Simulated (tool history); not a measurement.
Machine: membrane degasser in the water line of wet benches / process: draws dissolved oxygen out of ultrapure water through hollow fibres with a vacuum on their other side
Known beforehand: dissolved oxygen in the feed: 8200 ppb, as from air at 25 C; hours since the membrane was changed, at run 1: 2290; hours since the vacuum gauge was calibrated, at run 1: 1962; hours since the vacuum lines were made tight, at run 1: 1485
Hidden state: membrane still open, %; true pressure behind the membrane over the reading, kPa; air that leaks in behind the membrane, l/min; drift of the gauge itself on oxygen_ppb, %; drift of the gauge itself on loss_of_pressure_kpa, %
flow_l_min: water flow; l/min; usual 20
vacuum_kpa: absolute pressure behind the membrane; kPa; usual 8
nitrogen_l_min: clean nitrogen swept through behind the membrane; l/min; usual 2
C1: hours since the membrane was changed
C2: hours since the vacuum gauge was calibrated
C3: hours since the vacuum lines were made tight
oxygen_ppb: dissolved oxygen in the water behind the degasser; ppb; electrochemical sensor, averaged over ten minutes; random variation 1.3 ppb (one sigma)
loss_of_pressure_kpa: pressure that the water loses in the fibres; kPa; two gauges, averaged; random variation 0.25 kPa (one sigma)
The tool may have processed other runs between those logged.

run 1 hour=0 | flow_l_min=20 vacuum_kpa=8 nitrogen_l_min=2 | C1=2290 C2=1962 C3=1485 | oxygen_ppb=126.5 loss_of_pressure_kpa=68.42
run 2 hour=149.9 | flow_l_min=20 vacuum_kpa=8 nitrogen_l_min=4.01 | C1=2439 C2=2112 C3=1635 | oxygen_ppb=73.3 loss_of_pressure_kpa=68.84
run 3 hour=232.2 | flow_l_min=22 vacuum_kpa=8 nitrogen_l_min=2 | C1=2522 C2=2194 C3=1717 | oxygen_ppb=149.6 loss_of_pressure_kpa=75.26
run 4 hour=416.5 | flow_l_min=20 vacuum_kpa=8 nitrogen_l_min=2 | C1=2706 C2=2379 C3=1901 | oxygen_ppb=129 loss_of_pressure_kpa=68.62
run 5 hour=553.7 | flow_l_min=20 vacuum_kpa=8 nitrogen_l_min=2 | C1=2843 C2=2516 C3=2039 | oxygen_ppb=132.9 loss_of_pressure_kpa=69.38
run 6 hour=669.9 | flow_l_min=20 vacuum_kpa=8 nitrogen_l_min=2 | C1=2959 C2=2632 C3=2155 | oxygen_ppb=132.5 loss_of_pressure_kpa=69.23
run 7 hour=800.3 | flow_l_min=20 vacuum_kpa=8 nitrogen_l_min=2 | C1=3090 C2=2762 C3=2285 | oxygen_ppb=134.2 loss_of_pressure_kpa=68.83
run 8 hour=952.6 | flow_l_min=20 vacuum_kpa=8 nitrogen_l_min=2 | C1=3242 C2=2915 C3=2438 | oxygen_ppb=134.3 loss_of_pressure_kpa=69.5
run 9 hour=1107.4 | flow_l_min=20 vacuum_kpa=8 nitrogen_l_min=4.5 | C1=3397 C2=3069 C3=2592 | oxygen_ppb=69.1 loss_of_pressure_kpa=69.7
run 10 hour=1221.4 | flow_l_min=20 vacuum_kpa=8 nitrogen_l_min=2.33 | C1=3511 C2=3183 C3=2706 | oxygen_ppb=122.1 loss_of_pressure_kpa=69.86
run 11 hour=1313.4 | flow_l_min=20 vacuum_kpa=8 nitrogen_l_min=2 | C1=3603 C2=3276 C3=2798 | oxygen_ppb=133.9 loss_of_pressure_kpa=69.5
run 12 hour=1395.6 | flow_l_min=20 vacuum_kpa=8 nitrogen_l_min=2 | C1=3685 C2=3358 C3=2880 | oxygen_ppb=134 loss_of_pressure_kpa=70.05
run 13 hour=1561.2 | flow_l_min=20 vacuum_kpa=8 nitrogen_l_min=2 | C1=3851 C2=3523 C3=3046 | oxygen_ppb=132.5 loss_of_pressure_kpa=69.68
run 14 hour=1731.7 | flow_l_min=20 vacuum_kpa=8 nitrogen_l_min=2 | C1=4021 C2=3694 C3=3217 | oxygen_ppb=135.4 loss_of_pressure_kpa=70.08
run 15 hour=1884.3 | flow_l_min=29 vacuum_kpa=8 nitrogen_l_min=2 | C1=4174 C2=3846 C3=3369 | oxygen_ppb=244.9 loss_of_pressure_kpa=101.64
run 16 hour=2026 | flow_l_min=29 vacuum_kpa=8 nitrogen_l_min=2 | C1=4316 C2=3988 C3=3511 | oxygen_ppb=250 loss_of_pressure_kpa=101.42
run 17 hour=2198.9 | flow_l_min=20 vacuum_kpa=16.69 nitrogen_l_min=2 | C1=4488 C2=4161 C3=3684 | oxygen_ppb=336.8 loss_of_pressure_kpa=70.74
run 18 hour=2378.3 | flow_l_min=21 vacuum_kpa=8 nitrogen_l_min=2 | C1=4668 C2=4340 C3=3863 | oxygen_ppb=150.1 loss_of_pressure_kpa=73.75
run 19 hour=2463.8 | flow_l_min=20 vacuum_kpa=6.35 nitrogen_l_min=5.13 | C1=4753 C2=4426 C3=3949 | oxygen_ppb=50.1 loss_of_pressure_kpa=70.21
run 20 hour=2575.4 | flow_l_min=20 vacuum_kpa=13.79 nitrogen_l_min=2 | C1=4865 C2=4537 C3=4060 | oxygen_ppb=272 loss_of_pressure_kpa=70.75
-- hour=2586.8 vacuum gauge calibrated
run 21 hour=2760.7 | flow_l_min=20 vacuum_kpa=15.05 nitrogen_l_min=2.18 | C1=5050 C2=174 C3=4245 | oxygen_ppb=288.3 loss_of_pressure_kpa=71.18
run 22 hour=2902.6 | flow_l_min=20 vacuum_kpa=8 nitrogen_l_min=5.33 | C1=5192 C2=316 C3=4387 | oxygen_ppb=65.6 loss_of_pressure_kpa=70.8
run 23 hour=3006.3 | flow_l_min=20 vacuum_kpa=8 nitrogen_l_min=5.33 | C1=5295 C2=420 C3=4491 | oxygen_ppb=66.8 loss_of_pressure_kpa=71.43
-- hour=3034.4 vacuum gauge calibrated, once more
run 24 hour=3194.1 | flow_l_min=23 vacuum_kpa=11.53 nitrogen_l_min=1.05 | C1=5483 C2=160 C3=4678 | oxygen_ppb=416.5 loss_of_pressure_kpa=82.01
-- hour=3289.4 seals of the vacuum lines changed
run 25 hour=3294.1 | flow_l_min=30 vacuum_kpa=8 nitrogen_l_min=1 | C1=5581 C2=258 C3=5 | oxygen_ppb=381 loss_of_pressure_kpa=107.37
run 26 hour=3438.3 | flow_l_min=30 vacuum_kpa=8 nitrogen_l_min=1 | C1=5725 C2=402 C3=149 | oxygen_ppb=381.3 loss_of_pressure_kpa=107.08
run 27 hour=3598.8 | flow_l_min=16 vacuum_kpa=8.79 nitrogen_l_min=2 | C1=5885 C2=562 C3=309 | oxygen_ppb=109.8 loss_of_pressure_kpa=57.5
run 28 hour=3741 | flow_l_min=29 vacuum_kpa=10.81 nitrogen_l_min=5.5 | C1=6028 C2=705 C3=452 | oxygen_ppb=180.3 loss_of_pressure_kpa=104.15
run 29 hour=3855.3 | flow_l_min=18 vacuum_kpa=11.92 nitrogen_l_min=2.04 | C1=6142 C2=819 C3=566 | oxygen_ppb=192 loss_of_pressure_kpa=64.22
run 30 hour=3955.1 | flow_l_min=13 vacuum_kpa=10.44 nitrogen_l_min=2.04 | C1=6242 C2=919 C3=666 | oxygen_ppb=111.6 loss_of_pressure_kpa=46.8
run 31 hour=4087.2 | flow_l_min=19 vacuum_kpa=10.44 nitrogen_l_min=2.04 | C1=6374 C2=1051 C3=798 | oxygen_ppb=175.6 loss_of_pressure_kpa=68.68
run 32 hour=4221.3 | flow_l_min=19 vacuum_kpa=10.44 nitrogen_l_min=2.04 | C1=6508 C2=1185 C3=932 | oxygen_ppb=172.6 loss_of_pressure_kpa=68.35
run 33 hour=4321.1 | flow_l_min=20 vacuum_kpa=4.99 nitrogen_l_min=2 | C1=6608 C2=1285 C3=1032 | oxygen_ppb=62.3 loss_of_pressure_kpa=72.25

3 ways to go on from here, each from the tool as it stands after run 33. What would each give?
run A hour=4446.3 | flow_l_min=25 vacuum_kpa=18.24 nitrogen_l_min=3.38 | C1=6733 C2=1410 C3=1157 | oxygen_ppb=? loss_of_pressure_kpa=?
run B hour=4446.3 | flow_l_min=20 vacuum_kpa=6.36 nitrogen_l_min=2 | C1=6733 C2=1410 C3=1157 | oxygen_ppb=? loss_of_pressure_kpa=?
run C hour=4446.3 | flow_l_min=20 vacuum_kpa=8 nitrogen_l_min=1.77 | C1=6733 C2=1410 C3=1157 | oxygen_ppb=? loss_of_pressure_kpa=?

run=A oxygen_ppb=309.2 loss_of_pressure_kpa=90.49
run=B oxygen_ppb=92.9 loss_of_pressure_kpa=72.01
run=C oxygen_ppb=146 loss_of_pressure_kpa=72.8
The same runs, with their run-to-run variation unchanged, on a tool lacking any hidden condition would have given:
run=A oxygen_ppb=289.8 loss_of_pressure_kpa=83.36
run=B oxygen_ppb=83 loss_of_pressure_kpa=66.33
run=C oxygen_ppb=135.7 loss_of_pressure_kpa=67.09

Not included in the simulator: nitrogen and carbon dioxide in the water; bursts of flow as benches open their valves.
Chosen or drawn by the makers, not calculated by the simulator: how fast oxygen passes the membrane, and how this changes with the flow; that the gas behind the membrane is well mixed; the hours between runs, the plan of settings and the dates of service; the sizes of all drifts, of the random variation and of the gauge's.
